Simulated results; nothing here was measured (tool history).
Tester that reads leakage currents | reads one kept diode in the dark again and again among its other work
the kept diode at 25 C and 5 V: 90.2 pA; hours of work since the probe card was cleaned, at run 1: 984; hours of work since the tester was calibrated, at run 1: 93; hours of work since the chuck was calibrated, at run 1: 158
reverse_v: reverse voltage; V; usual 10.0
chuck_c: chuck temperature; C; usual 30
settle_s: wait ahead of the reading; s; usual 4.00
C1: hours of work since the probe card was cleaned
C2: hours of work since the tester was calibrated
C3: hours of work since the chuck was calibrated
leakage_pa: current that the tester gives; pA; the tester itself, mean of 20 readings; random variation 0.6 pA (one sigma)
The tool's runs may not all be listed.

{"run": 1, "hour": 0.0, "reverse_v": 10.0, "chuck_c": 30, "settle_s": 4.0, "C1": 984, "C2": 93, "C3": 158, "leakage_pa": 203.0}
{"run": 2, "hour": 50.7, "reverse_v": 2.4, "chuck_c": 30, "settle_s": 4.0, "C1": 1007, "C2": 116, "C3": 181, "leakage_pa": 96.92}
{"run": 3, "hour": 127.2, "reverse_v": 2.4, "chuck_c": 30, "settle_s": 4.0, "C1": 1042, "C2": 150, "C3": 216, "leakage_pa": 97.42}
{"run": 4, "hour": 207.6, "reverse_v": 2.4, "chuck_c": 30, "settle_s": 4.0, "C1": 1078, "C2": 187, "C3": 252, "leakage_pa": 97.12}
{"run": 5, "hour": 253.7, "reverse_v": 2.4, "chuck_c": 30, "settle_s": 4.0, "C1": 1099, "C2": 208, "C3": 273, "leakage_pa": 97.42}
{"run": 6, "hour": 301.1, "reverse_v": 2.4, "chuck_c": 30, "settle_s": 4.0, "C1": 1121, "C2": 229, "C3": 294, "leakage_pa": 97.52}
{"run": 7, "hour": 372.1, "reverse_v": 2.4, "chuck_c": 30, "settle_s": 4.0, "C1": 1153, "C2": 261, "C3": 326, "leakage_pa": 98.07}
{"run": 8, "hour": 436.5, "reverse_v": 2.4, "chuck_c": 30, "settle_s": 4.0, "C1": 1182, "C2": 290, "C3": 356, "leakage_pa": 97.96}
{"run": 9, "hour": 507.3, "reverse_v": 10.0, "chuck_c": 30, "settle_s": 4.0, "C1": 1214, "C2": 322, "C3": 388, "leakage_pa": 207.36}
{"run": 10, "hour": 547.9, "reverse_v": 10.0, "chuck_c": 30, "settle_s": 4.0, "C1": 1232, "C2": 341, "C3": 406, "leakage_pa": 206.87}
{"run": 11, "hour": 592.8, "reverse_v": 10.0, "chuck_c": 30, "settle_s": 2.95, "C1": 1253, "C2": 361, "C3": 426, "leakage_pa": 208.27}
{"run": 12, "hour": 648.9, "reverse_v": 1.2, "chuck_c": 44, "settle_s": 1.11, "C1": 1278, "C2": 386, "C3": 452, "leakage_pa": 213.49}
{"hour": 656.9, "done": "chuck's temperature calibrated"}
{"run": 13, "hour": 692.3, "reverse_v": 4.5, "chuck_c": 39, "settle_s": 0.31, "C1": 1297, "C2": 405, "C3": 16, "leakage_pa": 290.94}
{"run": 14, "hour": 763.3, "reverse_v": 10.0, "chuck_c": 57, "settle_s": 4.0, "C1": 1329, "C2": 437, "C3": 48, "leakage_pa": 1666.39}
{"run": 15, "hour": 808.8, "reverse_v": 1.4, "chuck_c": 24, "settle_s": 3.56, "C1": 1349, "C2": 458, "C3": 69, "leakage_pa": 45.05}
{"hour": 839.3, "done": "chuck's temperature calibrated, once more"}
{"run": 16, "hour": 863.2, "reverse_v": 10.0, "chuck_c": 53, "settle_s": 8.94, "C1": 1373, "C2": 481, "C3": 11, "leakage_pa": 1246.36}
{"run": 17, "hour": 906.7, "reverse_v": 10.0, "chuck_c": 53, "settle_s": 8.94, "C1": 1393, "C2": 501, "C3": 30, "leakage_pa": 1249.3}
{"run": 18, "hour": 979.5, "reverse_v": 1.0, "chuck_c": 49, "settle_s": 4.45, "C1": 1426, "C2": 534, "C3": 63, "leakage_pa": 285.84}
{"run": 19, "hour": 1025.5, "reverse_v": 1.5, "chuck_c": 35, "settle_s": 1.36, "C1": 1447, "C2": 555, "C3": 84, "leakage_pa": 118.18}
{"run": 20, "hour": 1083.7, "reverse_v": 1.4, "chuck_c": 35, "settle_s": 1.58, "C1": 1473, "C2": 581, "C3": 111, "leakage_pa": 114.55}

4 ways to go on from here, each from the tool as it stands after run 20. What would each give?
{"run": "A", "hour": 1133.4, "reverse_v": 10.0, "chuck_c": 21, "settle_s": 4.0, "C1": 1495, "C2": 604, "C3": 133, "leakage_pa": "?"}
{"run": "B", "hour": 1133.4, "reverse_v": 18.0, "chuck_c": 22, "settle_s": 1.58, "C1": 1495, "C2": 604, "C3": 133, "leakage_pa": "?"}
{"run": "C", "hour": 1133.4, "reverse_v": 12.7, "chuck_c": 30, "settle_s": 4.0, "C1": 1495, "C2": 604, "C3": 133, "leakage_pa": "?"}
{"run": "D", "hour": 1133.4, "reverse_v": 1.6, "chuck_c": 35, "settle_s": 1.58, "C1": 1495, "C2": 604, "C3": 133, "leakage_pa": "?"}

run=A leakage_pa=100.84
run=B leakage_pa=154.00
run=C leakage_pa=241.52
run=D leakage_pa=122.51
Without the tool's hidden state the same runs would have given:
run=A leakage_pa=91.26
run=B leakage_pa=137.54
run=C leakage_pa=226.73
run=D leakage_pa=118.52
